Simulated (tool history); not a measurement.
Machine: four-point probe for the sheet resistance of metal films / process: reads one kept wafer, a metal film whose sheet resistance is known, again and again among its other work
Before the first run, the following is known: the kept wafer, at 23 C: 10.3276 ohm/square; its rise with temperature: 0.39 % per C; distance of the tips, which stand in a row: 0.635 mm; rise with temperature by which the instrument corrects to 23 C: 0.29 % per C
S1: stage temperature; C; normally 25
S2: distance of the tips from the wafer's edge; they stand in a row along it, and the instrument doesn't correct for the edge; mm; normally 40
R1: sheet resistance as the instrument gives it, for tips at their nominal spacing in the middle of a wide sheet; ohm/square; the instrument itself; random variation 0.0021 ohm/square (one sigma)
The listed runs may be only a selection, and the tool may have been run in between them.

run	hour	S1	S2	R1
1	0	25	40	10.425443
2	103.9	25	5	10.516095
3	191.7	30	40	10.475921
4	294.3	19	40	10.367735
5	346.4	19	40	10.370261
6	423.6	19	10	10.393235
7	472.3	19	10	10.396047
8	537.5	19	40	10.369671
# hour 606.8: stage's thermometer calibrated
9	609.7	25	40	10.418412
10	708.2	25	40	10.426159
11	804.6	22	40	10.396623
12	915.8	25	63	10.42343
13	1002.6	34	4	10.6548
14	1059.7	30	14	10.488623
15	1127	30	14	10.487322
16	1191	21	16	10.396684
17	1265.9	21	16	10.398203
18	1329.5	21	16	10.399838
19	1436.3	21	16	10.400448
20	1551.6	21	16	10.404732

Predict each of these 5 candidate next runs independently; none follows another, all start after run 20:
A	1632.4	22	12	?
B	1632.4	19	40	?
C	1632.4	27	11	?
D	1632.4	25	6	?
E	1632.4	21	3	?

run	R1
A	10.424558
B	10.3803
C	10.476503
D	10.501284
E	10.640249
The same runs, with their run-to-run variation unchanged, on a tool lacking any hidden condition would have given:
run	R1
A	10.334492
B	10.290524
C	10.386129
D	10.410668
E	10.548439

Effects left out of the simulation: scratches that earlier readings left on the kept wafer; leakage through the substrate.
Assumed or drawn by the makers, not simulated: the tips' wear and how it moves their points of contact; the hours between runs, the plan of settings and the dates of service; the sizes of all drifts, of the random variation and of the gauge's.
